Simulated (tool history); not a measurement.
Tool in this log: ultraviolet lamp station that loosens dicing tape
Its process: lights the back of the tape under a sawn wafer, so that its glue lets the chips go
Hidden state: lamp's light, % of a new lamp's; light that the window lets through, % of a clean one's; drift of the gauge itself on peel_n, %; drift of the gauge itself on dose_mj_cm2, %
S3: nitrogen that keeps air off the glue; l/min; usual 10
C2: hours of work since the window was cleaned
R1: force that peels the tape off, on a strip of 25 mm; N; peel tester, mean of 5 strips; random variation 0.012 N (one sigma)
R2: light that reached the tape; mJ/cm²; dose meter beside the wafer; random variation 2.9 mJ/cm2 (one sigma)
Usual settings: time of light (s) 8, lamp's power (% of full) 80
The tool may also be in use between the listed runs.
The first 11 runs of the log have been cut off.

{"run": 12, "hour": 140.1, "time of light (s)": 8, "lamp's power (% of full)": 80, "S3": 10, "hours of work of the lamp": 131, "C2": 210, "R1": 0.654, "R2": 391}
{"run": 13, "hour": 152.3, "time of light (s)": 8, "lamp's power (% of full)": 80, "S3": 10, "hours of work of the lamp": 136, "C2": 215, "R1": 0.655, "R2": 383}
{"run": 14, "hour": 165.4, "time of light (s)": 8, "lamp's power (% of full)": 78, "S3": 10, "hours of work of the lamp": 142, "C2": 221, "R1": 0.695, "R2": 379}
{"run": 15, "hour": 176.2, "time of light (s)": 8, "lamp's power (% of full)": 90, "S3": 10, "hours of work of the lamp": 147, "C2": 226, "R1": 0.523, "R2": 440}
{"run": 16, "hour": 189.9, "time of light (s)": 8, "lamp's power (% of full)": 80, "S3": 10, "hours of work of the lamp": 153, "C2": 232, "R1": 0.654, "R2": 380}
{"run": 17, "hour": 199.9, "time of light (s)": 8, "lamp's power (% of full)": 80, "S3": 11, "hours of work of the lamp": 158, "C2": 237, "R1": 0.662, "R2": 383}
{"run": 18, "hour": 207.8, "time of light (s)": 8, "lamp's power (% of full)": 80, "S3": 11, "hours of work of the lamp": 161, "C2": 240, "R1": 0.662, "R2": 385}
{"run": 19, "hour": 226.0, "time of light (s)": 8, "lamp's power (% of full)": 80, "S3": 10, "hours of work of the lamp": 170, "C2": 248, "R1": 0.682, "R2": 382}
{"run": 20, "hour": 242.4, "time of light (s)": 8, "lamp's power (% of full)": 80, "S3": 4, "hours of work of the lamp": 177, "C2": 256, "R1": 1.081, "R2": 379}
{"run": 21, "hour": 259.1, "time of light (s)": 8, "lamp's power (% of full)": 80, "S3": 10, "hours of work of the lamp": 184, "C2": 263, "R1": 0.671, "R2": 375}
{"run": 22, "hour": 272.4, "time of light (s)": 5, "lamp's power (% of full)": 80, "S3": 10, "hours of work of the lamp": 190, "C2": 269, "R1": 1.447, "R2": 235}
{"run": 23, "hour": 284.7, "time of light (s)": 5, "lamp's power (% of full)": 80, "S3": 10, "hours of work of the lamp": 196, "C2": 275, "R1": 1.464, "R2": 233}
{"run": 24, "hour": 297.5, "time of light (s)": 5, "lamp's power (% of full)": 80, "S3": 10, "hours of work of the lamp": 202, "C2": 280, "R1": 1.518, "R2": 231}

The next listed run, before its measurement:
{"run": 25, "hour": 307.2, "time of light (s)": 5, "lamp's power (% of full)": 80, "S3": 10, "hours of work of the lamp": 206, "C2": 285, "R1": "?", "R2": "?"}

R1: 1.48 N
R2: 233 mJ/cm²
Were there no unlogged condition in the tool, this run, its random variation unchanged, would have produced R1 1.214 N, R2 270 mJ/cm².
